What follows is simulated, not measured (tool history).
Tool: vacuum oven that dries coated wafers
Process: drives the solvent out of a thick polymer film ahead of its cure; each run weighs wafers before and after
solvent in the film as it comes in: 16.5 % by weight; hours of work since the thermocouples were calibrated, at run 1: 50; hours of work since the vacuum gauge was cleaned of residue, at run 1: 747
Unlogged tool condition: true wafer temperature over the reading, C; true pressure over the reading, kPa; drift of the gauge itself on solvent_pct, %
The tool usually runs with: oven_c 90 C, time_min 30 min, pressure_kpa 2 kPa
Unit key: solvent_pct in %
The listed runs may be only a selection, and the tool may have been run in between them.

run   hour  oven_c  time_min  pressure_kpa  hours of work since the thermocouples were calibrated  hours of work since the vacuum gauge was cleaned of residue  solvent_pct
  1      0      90        30             2                                                     50                                                          747         2.22
  2   29.8      90        30             2                                                     72                                                          770          2.2
  3     77      90        30             2                                                    108                                                          806         2.21
  4  110.5      90        30             2                                                    134                                                          831         2.23
  5  154.9      90        30             2                                                    168                                                          865         2.21
  6  201.4      90        30          4.35                                                    203                                                          901         2.85
  7  247.8      90        26          4.35                                                    238                                                          936         3.35
  8  281.9      90        26          4.35                                                    264                                                          962         3.22
  9  330.5      90        26          1.78                                                    301                                                          999         2.61
 10  369.2      90        23          1.78                                                    331                                                         1028         2.99
     408.6  -- vacuum gauge cleaned of residue and calibrated
 11  411.1      90        23          5.65                                                    362                                                            2            4
 12  452.1      90        23          5.65                                                    393                                                           33         3.83
 13  491.7      81        30             2                                                    423                                                           63         4.18
 14  512.6      90        20             2                                                    439                                                           79         3.47
 15  558.1      92        44          4.49                                                    474                                                          114         1.58

Below are 5 alternative next runs, each starting from the tool's condition after run 15. Predict each:
  A  600.1     105        33          6.71                                                    506                                                          146            ?
  B  600.1      99        44          4.49                                                    506                                                          146            ?
  C  600.1      79        38          2.29                                                    506                                                          146            ?
  D  600.1      92        21          1.15                                                    506                                                          146            ?
  E  600.1      79        21             2                                                    506                                                          146            ?

run  solvent_pct
  A          1.2
  B         1.08
  C         3.82
  D         2.56
  E         6.46
What these runs would have given with no unlogged condition in the tool:
run  solvent_pct
  A         1.27
  B         1.14
  C         4.18
  D         2.85
  E         6.84
